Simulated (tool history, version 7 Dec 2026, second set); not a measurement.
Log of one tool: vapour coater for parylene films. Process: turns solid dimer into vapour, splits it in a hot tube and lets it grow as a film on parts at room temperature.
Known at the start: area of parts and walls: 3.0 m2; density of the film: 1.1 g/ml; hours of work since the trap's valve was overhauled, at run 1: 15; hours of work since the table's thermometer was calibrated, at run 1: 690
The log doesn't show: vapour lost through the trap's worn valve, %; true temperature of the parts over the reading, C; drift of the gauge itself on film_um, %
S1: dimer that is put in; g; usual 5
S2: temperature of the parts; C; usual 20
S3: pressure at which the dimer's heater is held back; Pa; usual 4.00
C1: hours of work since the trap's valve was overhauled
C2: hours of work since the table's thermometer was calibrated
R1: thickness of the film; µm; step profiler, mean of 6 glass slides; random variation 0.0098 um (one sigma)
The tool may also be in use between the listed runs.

run,day,S1,S2,S3,C1,C2,R1
1,0.000,5,20,4.00,15,690,0.877
2,1.542,5,20,4.00,34,709,0.871
3,2.604,5,20,4.00,47,723,0.859
4,4.175,5,20,5.12,67,743,0.851
5,5.079,5,20,5.12,79,754,0.834
6,6.679,5,20,5.12,99,774,0.833
7,7.654,6,20,4.00,111,787,1.042
8,9.279,5,20,4.00,132,807,0.866
9,10.771,5,20,4.00,151,826,0.871
10,12.042,4,20,4.00,167,842,0.686
11,13.308,5,26,4.00,183,858,0.678
12,14.288,3,20,4.00,195,871,0.525
13,15.329,3,20,4.00,208,884,0.534
14,16.162,3,24,4.00,219,894,0.439
15,17.446,2,13,2.64,235,911,0.507
16,18.646,2,13,2.64,250,926,0.495
17,19.942,4,13,7.68,267,942,0.848
18,20.721,5,13,4.00,277,952,1.169

The next listed run, before its measurement:
19,21.729,4,21,9.61,289,965,?

R1: 0.590 µm
Without the tool's hidden state the same run would have given R1 0.594 µm.

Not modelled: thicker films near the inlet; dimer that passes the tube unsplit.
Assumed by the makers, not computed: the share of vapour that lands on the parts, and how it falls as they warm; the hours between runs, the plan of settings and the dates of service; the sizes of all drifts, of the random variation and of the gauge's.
